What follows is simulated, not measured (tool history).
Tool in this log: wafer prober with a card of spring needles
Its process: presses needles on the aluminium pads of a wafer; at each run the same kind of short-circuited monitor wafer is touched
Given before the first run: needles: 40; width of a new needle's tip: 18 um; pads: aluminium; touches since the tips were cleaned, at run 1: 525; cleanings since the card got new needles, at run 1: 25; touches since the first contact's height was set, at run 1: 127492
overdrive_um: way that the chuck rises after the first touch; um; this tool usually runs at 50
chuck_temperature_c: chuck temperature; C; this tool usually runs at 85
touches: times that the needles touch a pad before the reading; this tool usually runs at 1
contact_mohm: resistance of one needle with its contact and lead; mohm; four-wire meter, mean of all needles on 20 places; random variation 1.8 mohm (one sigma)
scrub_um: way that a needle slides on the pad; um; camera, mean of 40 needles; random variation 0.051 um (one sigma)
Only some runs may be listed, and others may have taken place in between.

| run | hour | overdrive_um | chuck_temperature_c | touches | touches since the tips were cleaned | cleanings since the card got new needles | touches since the first contact's height was set | contact_mohm | scrub_um |
|---|---|---|---|---|---|---|---|---|---|
| 1 | 0 | 50 | 85 | 1 | 525 | 25 | 127492 | 184 | 6.99 |
|  | 14.3 | tips cleaned on abrasive film |
| 2 | 21.6 | 50 | 85 | 2 | 2341 | 26 | 134356 | 182 | 6.94 |
|  | 30.8 | tips cleaned on abrasive film |
|  | 45.9 | tips cleaned on abrasive film |
|  | 60.3 | tips cleaned on abrasive film |
| 3 | 64.1 | 50 | 85 | 2 | 1220 | 29 | 147785 | 184 | 7.01 |
|  | 74.6 | tips cleaned on abrasive film |
|  | 90.1 | tips cleaned on abrasive film |
| 4 | 90.3 | 50 | 85 | 2 | 44 | 31 | 156063 | 180 | 7 |
|  | 104.4 | tips cleaned on abrasive film |
|  | 118.3 | tips cleaned on abrasive film |
| 5 | 122.7 | 50 | 85 | 1 | 1400 | 33 | 166320 | 177 | 7.05 |
|  | 132.3 | tips cleaned on abrasive film |
|  | 146.9 | tips cleaned on abrasive film |
|  | 162.8 | tips cleaned on abrasive film |
| 6 | 167.3 | 50 | 34 | 1 | 1449 | 36 | 180447 | 172 | 7 |
|  | 178 | tips cleaned on abrasive film |
|  | 194.1 | tips cleaned on abrasive film |
| 7 | 206.3 | 37 | 34 | 1 | 3915 | 38 | 192821 | 177 | 5.23 |
|  | 208.3 | tips cleaned on abrasive film |
|  | 223.4 | tips cleaned on abrasive film |
| 8 | 226.3 | 50 | 34 | 1 | 932 | 40 | 199123 | 173 | 6.9 |
|  | 237.6 | tips cleaned on abrasive film |
|  | 248.3 | height of the first contact set anew |
| 9 | 248.3 | 50 | 34 | 1 | 3322 | 41 | 0 | 171 | 6.95 |
|  | 251.8 | tips cleaned on abrasive film |
|  | 265.9 | tips cleaned on abrasive film |
|  | 282 | tips cleaned on abrasive film |
| 10 | 287.4 | 50 | 85 | 1 | 1711 | 44 | 12359 | 179 | 7.02 |
|  | 296.6 | tips cleaned on abrasive film |
|  | 312.7 | tips cleaned on abrasive film |
|  | 327.9 | tips cleaned on abrasive film |
| 11 | 327.9 | 50 | 85 | 1 | 0 | 47 | 25170 | 178 | 7 |
|  | 342.4 | tips cleaned on abrasive film |
|  | 358.6 | tips cleaned on abrasive film |
| 12 | 372.2 | 50 | 85 | 1 | 4325 | 49 | 39221 | 179 | 7.02 |
|  | 374.4 | tips cleaned on abrasive film |
|  | 388.7 | tips cleaned on abrasive film |
|  | 405.1 | tips cleaned on abrasive film |
| 13 | 410.6 | 50 | 85 | 2 | 1758 | 52 | 51377 | 182 | 7.01 |
|  | 419.7 | tips cleaned on abrasive film |
|  | 434.8 | tips cleaned on abrasive film |
| 14 | 445.3 | 50 | 117 | 3 | 3351 | 54 | 62352 | 189 | 7.01 |
|  | 450.6 | tips cleaned on abrasive film |
|  | 464.8 | tips cleaned on abrasive film |
| 15 | 466.5 | 50 | 117 | 3 | 523 | 56 | 69040 | 187 | 6.96 |
|  | 480.3 | tips cleaned on abrasive film |
|  | 496.4 | tips cleaned on abrasive film |
| 16 | 500.4 | 64 | 49 | 1 | 1266 | 58 | 79781 | 167 | 8.85 |
|  | 513.1 | tips cleaned on abrasive film |
| 17 | 519.9 | 49 | 46 | 1 | 2164 | 59 | 85950 | 173 | 6.87 |
|  | 529.3 | tips cleaned on abrasive film |
|  | 543.2 | tips cleaned on abrasive film |
| 18 | 553.5 | 49 | 46 | 1 | 3289 | 61 | 96614 | 173 | 6.69 |
|  | 560.5 | tips cleaned on abrasive film |
|  | 575.7 | tips cleaned on abrasive film |
|  | 590.5 | tips cleaned on abrasive film |
| 19 | 595.8 | 63 | 85 | 1 | 1698 | 64 | 109991 | 175 | 8.86 |
|  | 604.7 | tips cleaned on abrasive film |
|  | 620 | tips cleaned on abrasive film |
| 20 | 620 | 63 | 85 | 1 | 0 | 66 | 117620 | 175 | 8.78 |
|  | 635.2 | tips cleaned on abrasive film |
|  | 651.9 | tips cleaned on abrasive film |
| 21 | 656.9 | 52 | 85 | 2 | 1595 | 68 | 129313 | 185 | 7.21 |
|  | 666.9 | tips cleaned on abrasive film |
|  | 682.8 | tips cleaned on abrasive film |
| 22 | 682.8 | 50 | 85 | 3 | 0 | 70 | 137499 | 181 | 6.98 |
|  | 698.6 | tips cleaned on abrasive film |
| 23 | 709.3 | 44 | 85 | 2 | 3436 | 71 | 145937 | 188 | 6.15 |
|  | 715.6 | tips cleaned on abrasive film |
|  | 731.9 | tips cleaned on abrasive film |
| 24 | 739.4 | 44 | 85 | 2 | 2414 | 73 | 155463 | 189 | 6.1 |
|  | 746 | tips cleaned on abrasive film |
|  | 762.2 | tips cleaned on abrasive film |
| 25 | 763.2 | 44 | 48 | 2 | 295 | 75 | 162961 | 175 | 6.18 |

What if the next run were any one of these 4? Each begins from the tool's condition after run 25:
|  | 779.5 | tips cleaned on abrasive film |
|  | 793.8 | tips cleaned on abrasive film |
| A | 798.6 | 38 | 70 | 2 | 1518 | 77 | 174175 | ? | ? |
|  | 779.5 | tips cleaned on abrasive film |
|  | 793.8 | tips cleaned on abrasive film |
| B | 798.6 | 44 | 48 | 1 | 1518 | 77 | 174175 | ? | ? |
|  | 779.5 | tips cleaned on abrasive film |
|  | 793.8 | tips cleaned on abrasive film |
| C | 798.6 | 53 | 45 | 2 | 1518 | 77 | 174175 | ? | ? |
|  | 779.5 | tips cleaned on abrasive film |
|  | 793.8 | tips cleaned on abrasive film |
| D | 798.6 | 44 | 48 | 2 | 1518 | 77 | 174175 | ? | ? |

| run | contact_mohm | scrub_um |
|---|---|---|
| A | 185 | 5.31 |
| B | 178 | 6.1 |
| C | 173 | 7.45 |
| D | 178 | 6.14 |
Without the tool's unlogged condition, the same runs would have read:
| run | contact_mohm | scrub_um |
|---|---|---|
| A | 185 | 5.32 |
| B | 178 | 6.1 |
| C | 173 | 7.45 |
| D | 178 | 6.14 |
